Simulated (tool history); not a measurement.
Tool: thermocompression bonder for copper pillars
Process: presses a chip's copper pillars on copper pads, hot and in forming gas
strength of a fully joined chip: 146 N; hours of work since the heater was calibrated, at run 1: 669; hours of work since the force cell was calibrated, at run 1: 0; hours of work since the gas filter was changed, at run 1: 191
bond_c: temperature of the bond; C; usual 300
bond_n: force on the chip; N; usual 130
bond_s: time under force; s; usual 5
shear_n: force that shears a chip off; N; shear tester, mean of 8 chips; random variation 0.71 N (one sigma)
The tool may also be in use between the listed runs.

run    hour  bond_c  bond_n  bond_s  hours of work since the heater was calibrated  hours of work since the force cell was calibrated  hours of work since the gas filter was changed  shear_n
  1     0.0     300     130       5                                            669                                                  0                                             191     84.1
  2    35.8     300     130       5                                            689                                                 20                                             211     83.3
  3    86.0     300     130       5                                            717                                                 48                                             240     83.2
  4   126.9     300     169       5                                            741                                                 72                                             263     96.5
  5   175.4     300     169       5                                            768                                                 99                                             290     96.9
  6   201.5     300     169       5                                            783                                                114                                             305     98.2
  7   225.9     300     130       5                                            796                                                127                                             319     81.5
      267.8  -- forming gas filter changed
  8   274.9     323     130       5                                            824                                                155                                               4    104.3
  9   318.9     323     130      13                                            849                                                180                                              29    123.8
 10   367.7     323     130      13                                            876                                                207                                              56    123.0
 11   413.0     300     119       5                                            902                                                233                                              82     81.7
 12   446.5     300     119       5                                            921                                                251                                             101     83.5
 13   489.9     300     119       5                                            945                                                276                                             125     81.8
 14   535.6     300     119       5                                            971                                                302                                             151     80.6
 15   586.6     304     162      10                                           1000                                                330                                             180    117.1
 16   628.0     304     162      10                                           1023                                                354                                             203    117.1
 17   677.6     289     129      10                                           1051                                                382                                             231     96.2
 18   710.3     289     129      10                                           1069                                                400                                             249     96.6
 19   749.3     289     129      10                                           1091                                                422                                             271     95.6
 20   797.7     290      98       6                                           1118                                                449                                             299     68.5
 21   828.7     315     194      11                                           1136                                                467                                             316    124.8
      873.8  -- forming gas filter changed
 22   883.4     315     194      11                                           1167                                                498                                               5    134.9
 23   933.0     310     102       9                                           1195                                                526                                              33     98.3
 24   986.7     310     102       9                                           1225                                                556                                              64     97.3
 25  1031.1     300     103       3                                           1250                                                581                                              89     62.9
 26  1054.8     309     119       3                                           1263                                                594                                             102     77.0
 27  1094.0     300     126       7                                           1285                                                616                                             124     95.3

Forecast each of these 3 alternatives for the next run:
  A  1151.7     286     132       7                                           1318                                                649                                             157        ?
  B  1151.7     325     126       3                                           1318                                                649                                             157        ?
  C  1151.7     273     133       4                                           1318                                                649                                             157        ?

run  shear_n
  A     90.5
  B     89.3
  C     68.7
Without the tool's hidden state the same runs would have given:
run  shear_n
  A     92.7
  B     91.0
  C     70.3
